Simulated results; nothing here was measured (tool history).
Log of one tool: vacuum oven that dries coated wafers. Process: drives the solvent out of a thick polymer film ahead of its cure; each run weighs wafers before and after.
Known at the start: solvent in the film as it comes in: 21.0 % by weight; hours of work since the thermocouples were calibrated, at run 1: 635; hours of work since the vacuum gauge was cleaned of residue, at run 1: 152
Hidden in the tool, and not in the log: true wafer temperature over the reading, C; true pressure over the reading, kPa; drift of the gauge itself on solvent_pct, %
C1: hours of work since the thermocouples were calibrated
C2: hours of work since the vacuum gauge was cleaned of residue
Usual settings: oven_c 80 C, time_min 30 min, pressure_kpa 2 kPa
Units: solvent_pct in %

run 1 day=0 | oven_c=80 time_min=30 pressure_kpa=2 | C1=635 C2=152 | solvent_pct=3.85
run 2 day=0.658 | oven_c=80 time_min=23 pressure_kpa=2 | C1=644 C2=161 | solvent_pct=5.09
run 3 day=1.338 | oven_c=80 time_min=23 pressure_kpa=2 | C1=654 C2=170 | solvent_pct=5.17
run 4 day=1.721 | oven_c=80 time_min=23 pressure_kpa=2 | C1=659 C2=176 | solvent_pct=5.15
run 5 day=2.267 | oven_c=80 time_min=30 pressure_kpa=2 | C1=667 C2=183 | solvent_pct=3.83
run 6 day=2.817 | oven_c=80 time_min=30 pressure_kpa=1.1 | C1=674 C2=191 | solvent_pct=3.28
run 7 day=3.142 | oven_c=80 time_min=30 pressure_kpa=1.1 | C1=679 C2=195 | solvent_pct=3.22
run 8 day=3.825 | oven_c=80 time_min=30 pressure_kpa=1.1 | C1=688 C2=205 | solvent_pct=3.27
run 9 day=4.462 | oven_c=80 time_min=30 pressure_kpa=1.1 | C1=697 C2=213 | solvent_pct=3.25
run 10 day=4.829 | oven_c=69 time_min=30 pressure_kpa=2 | C1=702 C2=218 | solvent_pct=8.95
run 11 day=5.304 | oven_c=68 time_min=34 pressure_kpa=1.36 | C1=709 C2=225 | solvent_pct=8.2
run 12 day=5.979 | oven_c=70 time_min=26 pressure_kpa=2.74 | C1=718 C2=234 | solvent_pct=9.73
-- day=6.096 vacuum gauge cleaned of residue and calibrated
run 13 day=6.575 | oven_c=84 time_min=52 pressure_kpa=1.84 | C1=725 C2=7 | solvent_pct=1.48
run 14 day=7.133 | oven_c=84 time_min=43 pressure_kpa=1.84 | C1=733 C2=14 | solvent_pct=1.7
run 15 day=7.558 | oven_c=84 time_min=43 pressure_kpa=1.84 | C1=739 C2=20 | solvent_pct=1.71
run 16 day=8.183 | oven_c=80 time_min=43 pressure_kpa=2 | C1=748 C2=29 | solvent_pct=2.61
run 17 day=8.862 | oven_c=80 time_min=19 pressure_kpa=3.07 | C1=757 C2=38 | solvent_pct=6.92
run 18 day=9.317 | oven_c=80 time_min=19 pressure_kpa=3.07 | C1=763 C2=45 | solvent_pct=6.88

4 ways to go on from here, each from the tool as it stands after run 18. What would each give?
run A day=9.662 | oven_c=67 time_min=30 pressure_kpa=2.79 | C1=768 C2=49 | solvent_pct=?
run B day=9.662 | oven_c=68 time_min=34 pressure_kpa=7 | C1=768 C2=49 | solvent_pct=?
run C day=9.662 | oven_c=80 time_min=37 pressure_kpa=2 | C1=768 C2=49 | solvent_pct=?
run D day=9.662 | oven_c=77 time_min=15 pressure_kpa=2 | C1=768 C2=49 | solvent_pct=?

run=A solvent_pct=10.56
run=B solvent_pct=13.11
run=C solvent_pct=3.09
run=D solvent_pct=8.89
Without the tool's hidden state the same runs would have given:
run=A solvent_pct=10.25
run=B solvent_pct=12.77
run=C solvent_pct=2.87
run=D solvent_pct=8.62
